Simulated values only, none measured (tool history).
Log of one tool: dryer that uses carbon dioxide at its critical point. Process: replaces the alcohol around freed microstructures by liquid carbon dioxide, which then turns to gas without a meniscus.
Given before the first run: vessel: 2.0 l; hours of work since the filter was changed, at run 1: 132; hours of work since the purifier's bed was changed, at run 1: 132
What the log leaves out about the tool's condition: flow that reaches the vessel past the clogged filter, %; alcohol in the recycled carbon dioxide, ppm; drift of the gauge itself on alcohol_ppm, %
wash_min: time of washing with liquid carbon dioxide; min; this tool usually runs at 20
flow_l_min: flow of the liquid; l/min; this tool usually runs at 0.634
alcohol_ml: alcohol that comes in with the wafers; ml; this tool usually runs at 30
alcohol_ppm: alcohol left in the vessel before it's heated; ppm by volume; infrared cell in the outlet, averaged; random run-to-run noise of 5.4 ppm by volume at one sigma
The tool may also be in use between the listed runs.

run,hour,wash_min,flow_l_min,alcohol_ml,hours of work since the filter was changed,hours of work since the purifier's bed was changed,alcohol_ppm
1,0,20,0.634,30,132,132,188
2,8.5,14,0.634,30,137,137,676
3,21.4,20,0.634,30,146,146,205
4,28,20,0.634,30,151,151,195
5,35.6,20,1.014,30,156,156,54
6,42.1,20,0.634,23,161,161,172
7,55.4,20,0.634,34,170,170,228
8,63.9,20,0.634,34,176,176,250
# hour 69: inlet filter changed
9,70.7,20,0.634,34,1,180,193
10,80.2,20,0.634,34,8,187,199
11,92.1,20,0.634,30,16,195,181
12,101.3,24,0.634,30,22,201,109
13,108,24,0.634,30,27,206,97
14,118.7,24,0.937,110,35,213,62
15,127.2,24,0.937,110,40,219,51
16,138.2,22,0.66,110,48,227,325
17,146.9,20,0.41,30,54,233,841
18,154.3,20,0.41,30,59,238,865
19,164.9,20,0.41,30,67,245,859

Run 20 is up next; what results do you expect?
20,174.1,20,0.41,30,73,252,?

alcohol_ppm: 885 ppm by volume
The same run, on a tool lacking any hidden state, would have yielded alcohol_ppm 768 ppm by volume.
